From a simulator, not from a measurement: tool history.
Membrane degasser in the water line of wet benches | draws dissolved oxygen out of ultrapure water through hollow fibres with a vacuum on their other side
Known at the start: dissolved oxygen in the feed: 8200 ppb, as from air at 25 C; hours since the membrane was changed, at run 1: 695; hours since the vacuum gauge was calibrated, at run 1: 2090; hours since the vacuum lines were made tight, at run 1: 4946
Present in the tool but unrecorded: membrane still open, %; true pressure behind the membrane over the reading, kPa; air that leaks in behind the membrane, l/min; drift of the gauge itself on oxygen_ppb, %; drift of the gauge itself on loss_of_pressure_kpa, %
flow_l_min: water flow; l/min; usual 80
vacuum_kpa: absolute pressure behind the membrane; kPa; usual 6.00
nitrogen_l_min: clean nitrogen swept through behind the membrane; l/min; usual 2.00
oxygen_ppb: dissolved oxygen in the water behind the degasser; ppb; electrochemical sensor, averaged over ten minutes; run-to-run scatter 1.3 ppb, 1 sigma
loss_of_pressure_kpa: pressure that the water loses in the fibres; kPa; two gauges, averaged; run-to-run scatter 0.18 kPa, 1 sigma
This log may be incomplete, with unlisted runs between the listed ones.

run	day	flow_l_min	vacuum_kpa	nitrogen_l_min	hours since the membrane was changed	hours since the vacuum gauge was calibrated	hours since the vacuum lines were made tight	oxygen_ppb	loss_of_pressure_kpa
1	0.000	80	6.00	2.00	695	2090	4946	227.5	33.26
2	2.229	80	6.00	2.00	749	2143	4999	229.7	32.91
3	3.912	80	6.00	2.00	789	2183	5040	227.8	33.35
4	5.738	80	4.38	2.00	833	2227	5083	102.5	33.13
5	6.788	112	4.38	2.00	858	2252	5109	157.3	46.40
6	8.454	112	4.38	2.00	898	2293	5149	157.3	46.62
7	10.454	112	4.38	2.00	946	2341	5197	154.8	46.33
8	12.142	112	4.38	2.00	987	2381	5237	156.6	46.24
9	14.362	80	9.62	2.00	1040	2434	5290	490.1	33.47
10	15.483	80	11.22	2.00	1067	2461	5317	598.6	33.01
11	16.975	80	11.22	2.00	1103	2497	5353	602.2	32.95
12	18.658	80	11.22	2.00	1143	2537	5393	595.8	33.44
13	20.021	80	11.22	2.00	1176	2570	5426	601.0	32.96
14	21.608	80	11.22	2.00	1214	2608	5464	600.7	33.06
15	23.450	80	11.22	2.00	1258	2652	5508	597.2	33.14
16	24.762	80	11.22	2.00	1290	2684	5540	602.5	33.25
17	26.642	80	11.22	2.00	1335	2729	5585	597.9	32.98
# day 27.108: gauge calibrated
18	27.621	97	9.22	2.20	1358	2752	5609	518.9	40.37
19	29.433	97	9.22	2.20	1402	2796	5652	518.7	39.99
20	31.021	97	12.32	3.37	1440	2834	5690	543.5	39.63
21	32.208	80	4.39	2.00	1468	2863	5719	102.3	32.93
22	34.292	80	14.96	2.00	1518	2913	5769	870.1	33.13
23	35.962	80	14.96	2.00	1558	2953	5809	866.0	32.73
24	37.812	68	14.56	3.45	1603	2997	5853	470.9	28.06
25	39.046	107	5.50	3.33	1632	3027	5883	180.6	44.35
26	41.058	107	14.30	3.33	1681	3075	5931	703.0	44.36
27	42.583	80	4.96	2.37	1717	3112	5968	129.4	32.85

Forecast each of these 4 alternatives for the next run:
A	44.700	80	6.66	2.40	1768	3162	6018	?	?
B	44.700	80	6.00	3.15	1768	3162	6018	?	?
C	44.700	105	12.58	1.64	1768	3162	6018	?	?
D	44.700	77	4.96	5.93	1768	3162	6018	?	?

run	oxygen_ppb	loss_of_pressure_kpa
A	238.8	33.11
B	156.2	33.14
C	991.5	43.57
D	59.1	31.92
The same runs, with their run-to-run variation unchanged, on a tool lacking any hidden condition would have given:
run	oxygen_ppb	loss_of_pressure_kpa
A	243.4	33.11
B	159.1	33.14
C	1010.5	43.57
D	60.2	31.91

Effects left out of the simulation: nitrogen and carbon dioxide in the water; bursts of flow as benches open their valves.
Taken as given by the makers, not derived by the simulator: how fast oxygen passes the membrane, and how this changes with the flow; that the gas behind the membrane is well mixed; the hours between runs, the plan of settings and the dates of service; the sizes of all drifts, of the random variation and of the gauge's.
